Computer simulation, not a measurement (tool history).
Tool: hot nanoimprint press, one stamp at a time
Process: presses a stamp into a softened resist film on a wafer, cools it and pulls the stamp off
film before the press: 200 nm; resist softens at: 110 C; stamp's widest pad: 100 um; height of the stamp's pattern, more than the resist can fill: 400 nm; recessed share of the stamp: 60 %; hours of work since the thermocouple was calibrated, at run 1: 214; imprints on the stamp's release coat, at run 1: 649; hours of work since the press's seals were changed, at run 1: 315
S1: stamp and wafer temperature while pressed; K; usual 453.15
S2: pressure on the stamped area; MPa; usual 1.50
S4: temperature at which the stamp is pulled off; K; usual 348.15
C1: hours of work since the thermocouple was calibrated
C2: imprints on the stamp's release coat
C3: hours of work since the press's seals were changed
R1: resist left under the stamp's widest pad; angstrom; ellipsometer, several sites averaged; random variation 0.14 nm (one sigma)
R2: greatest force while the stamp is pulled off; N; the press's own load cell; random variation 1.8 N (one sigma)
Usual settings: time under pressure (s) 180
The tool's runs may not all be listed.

run 1 hour=0.0 | S1=453.15 S2=1.50 time_under_pressure_(s)=180 S4=348.15 | C1=214 C2=649 C3=315 | R1=875 R2=119
run 2 hour=38.3 | S1=453.15 S2=1.50 time_under_pressure_(s)=180 S4=348.15 | C1=236 C2=762 C3=337 | R1=871 R2=127
run 3 hour=83.4 | S1=453.15 S2=1.50 time_under_pressure_(s)=180 S4=348.15 | C1=263 C2=896 C3=364 | R1=872 R2=127
run 4 hour=117.9 | S1=453.15 S2=1.50 time_under_pressure_(s)=180 S4=348.15 | C1=283 C2=998 C3=384 | R1=872 R2=124
-- hour=160.4 stamp cleaned and given a new release coat
run 5 hour=178.2 | S1=453.15 S2=1.50 time_under_pressure_(s)=180 S4=348.15 | C1=315 C2=53 C3=416 | R1=868 R2=98
run 6 hour=204.1 | S1=453.15 S2=1.50 time_under_pressure_(s)=180 S4=348.15 | C1=331 C2=130 C3=432 | R1=868 R2=104
run 7 hour=265.3 | S1=453.15 S2=1.50 time_under_pressure_(s)=180 S4=348.15 | C1=367 C2=311 C3=468 | R1=867 R2=109
-- hour=314.4 plate thermocouple calibrated
run 8 hour=329.3 | S1=453.15 S2=1.50 time_under_pressure_(s)=180 S4=348.15 | C1=9 C2=492 C3=504 | R1=847 R2=110
run 9 hour=373.1 | S1=453.15 S2=1.50 time_under_pressure_(s)=180 S4=348.15 | C1=35 C2=622 C3=530 | R1=844 R2=120
run 10 hour=419.9 | S1=453.15 S2=1.50 time_under_pressure_(s)=180 S4=348.15 | C1=62 C2=761 C3=557 | R1=842 R2=117
run 11 hour=451.6 | S1=453.15 S2=1.50 time_under_pressure_(s)=180 S4=348.15 | C1=81 C2=855 C3=576 | R1=842 R2=122
-- hour=470.8 plate thermocouple calibrated, once more
run 12 hour=484.4 | S1=453.15 S2=1.50 time_under_pressure_(s)=109 S4=348.15 | C1=8 C2=944 C3=594 | R1=1052 R2=121
run 13 hour=516.6 | S1=453.15 S2=1.50 time_under_pressure_(s)=109 S4=348.15 | C1=27 C2=1039 C3=613 | R1=1051 R2=132
-- hour=547.0 stamp cleaned and given a new release coat
run 14 hour=562.8 | S1=453.15 S2=1.50 time_under_pressure_(s)=109 S4=348.15 | C1=51 C2=47 C3=637 | R1=1047 R2=102
run 15 hour=619.8 | S1=453.15 S2=1.50 time_under_pressure_(s)=109 S4=348.15 | C1=84 C2=216 C3=670 | R1=1046 R2=107
run 16 hour=680.9 | S1=455.15 S2=1.50 time_under_pressure_(s)=109 S4=339.15 | C1=121 C2=398 C3=706 | R1=992 R2=122
run 17 hour=722.9 | S1=464.15 S2=1.50 time_under_pressure_(s)=180 S4=354.15 | C1=145 C2=522 C3=731 | R1=657 R2=102
run 18 hour=751.9 | S1=453.15 S2=2.03 time_under_pressure_(s)=179 S4=348.15 | C1=163 C2=608 C3=748 | R1=753 R2=120
run 19 hour=778.1 | S1=456.15 S2=1.09 time_under_pressure_(s)=177 S4=335.15 | C1=178 C2=686 C3=764 | R1=971 R2=137
run 20 hour=811.2 | S1=456.15 S2=1.09 time_under_pressure_(s)=177 S4=335.15 | C1=198 C2=784 C3=783 | R1=969 R2=135
run 21 hour=853.0 | S1=445.15 S2=1.43 time_under_pressure_(s)=200 S4=339.15 | C1=222 C2=908 C3=808 | R1=1097 R2=135
run 22 hour=884.3 | S1=460.15 S2=2.17 time_under_pressure_(s)=200 S4=350.15 | C1=241 C2=1001 C3=826 | R1=569 R2=123
-- hour=924.7 stamp cleaned and given a new release coat
run 23 hour=948.8 | S1=457.15 S2=2.17 time_under_pressure_(s)=200 S4=348.15 | C1=275 C2=71 C3=861 | R1=614 R2=100
run 24 hour=975.3 | S1=460.15 S2=1.20 time_under_pressure_(s)=346 S4=346.15 | C1=291 C2=150 C3=877 | R1=651 R2=107
run 25 hour=1012.4 | S1=454.15 S2=1.74 time_under_pressure_(s)=338 S4=338.15 | C1=313 C2=260 C3=899 | R1=629 R2=121
run 26 hour=1049.8 | S1=454.15 S2=1.74 time_under_pressure_(s)=338 S4=338.15 | C1=335 C2=371 C3=921 | R1=630 R2=121
run 27 hour=1085.2 | S1=454.15 S2=1.74 time_under_pressure_(s)=338 S4=338.15 | C1=356 C2=476 C3=942 | R1=628 R2=127
run 28 hour=1114.2 | S1=454.15 S2=1.74 time_under_pressure_(s)=338 S4=338.15 | C1=373 C2=562 C3=959 | R1=625 R2=127

Forecast each of these 4 alternatives for the next run:
run A hour=1147.0 | S1=455.15 S2=1.19 time_under_pressure_(s)=137 S4=348.15 | C1=392 C2=659 C3=978 | R1=? R2=?
run B hour=1147.0 | S1=462.15 S2=1.50 time_under_pressure_(s)=324 S4=335.15 | C1=392 C2=659 C3=978 | R1=? R2=?
run C hour=1147.0 | S1=454.15 S2=1.93 time_under_pressure_(s)=163 S4=338.15 | C1=392 C2=659 C3=978 | R1=? R2=?
run D hour=1147.0 | S1=459.15 S2=1.65 time_under_pressure_(s)=180 S4=343.15 | C1=392 C2=659 C3=978 | R1=? R2=?

run=A R1=1020 R2=116
run=B R1=552 R2=132
run=C R1=767 R2=128
run=D R1=702 R2=128
Without the tool's hidden state the same runs would have given:
run=A R1=1035 R2=101
run=B R1=558 R2=114
run=C R1=773 R2=110
run=D R1=709 R2=110

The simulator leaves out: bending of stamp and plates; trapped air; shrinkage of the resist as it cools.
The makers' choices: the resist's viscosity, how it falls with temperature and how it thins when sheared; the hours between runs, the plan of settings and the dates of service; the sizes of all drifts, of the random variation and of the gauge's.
